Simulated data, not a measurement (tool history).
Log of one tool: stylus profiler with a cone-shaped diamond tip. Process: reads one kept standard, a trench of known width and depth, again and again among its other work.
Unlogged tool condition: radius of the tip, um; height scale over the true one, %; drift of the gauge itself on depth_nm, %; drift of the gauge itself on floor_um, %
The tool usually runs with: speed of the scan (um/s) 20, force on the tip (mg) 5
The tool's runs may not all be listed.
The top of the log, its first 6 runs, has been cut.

run	hour	speed of the scan (um/s)	force on the tip (mg)	scans with this tip	hours of work since the height scale was calibrated	depth of the trench (Å)	width of the trench's floor (nm)
7	555.7	20	14.38	22038	1752	2078.1	26620
8	670.5	20	14.38	23136	1839	2076.9	26570
# hour 717.4: new tip fitted, height scale calibrated
9	792.5	20	5	718	57	2031.8	27990
10	917.2	20	3.16	1911	152	2025.2	27860
11	975.5	20	3.16	2468	196	2025.8	27800
12	1107.9	20	3.16	3733	297	2025.6	27750
13	1185.9	20	3.16	4480	356	2026.2	27630
14	1284.4	20	3.16	5421	431	2028.2	27610
15	1372.9	20	3.16	6268	498	2026.2	27490
# hour 1379.9: height scale calibrated on a step standard
16	1472.2	20	3.16	7213	70	2028.6	27390
17	1530.9	20	3.16	7774	115	2029.2	27360
# hour 1594.1: height scale calibrated on a step standard, once more
18	1665.3	20	6.22	9055	54	2035.8	27320
19	1756.8	20	6.22	9929	124	2036.4	27280
20	1829.3	20	6.22	10622	179	2037.5	27200
21	1890.5	47	5	11208	225	2032.6	27130
22	2014.2	20	5.87	12391	319	2036.8	27080
23	2125.5	12	5	13455	404	2034	27030
24	2238.9	12	6.97	14539	490	2042.6	26970
25	2309.9	20	9.78	15219	544	2054.5	26910
26	2424.7	10	2.28	16316	631	2022.2	26820
27	2490.9	6	14.93	16949	682	2069.2	26880

The next listed run, before its measurement:
28	2604.1	12	13.68	18032	768	?	?

{"run 28": {"depth of the trench (Å)": 2064.5, "width of the trench's floor (nm)": 26800}}
Without the tool's hidden state the same run would have given depth of the trench (Å) 2059.9, width of the trench's floor (nm) 28050.
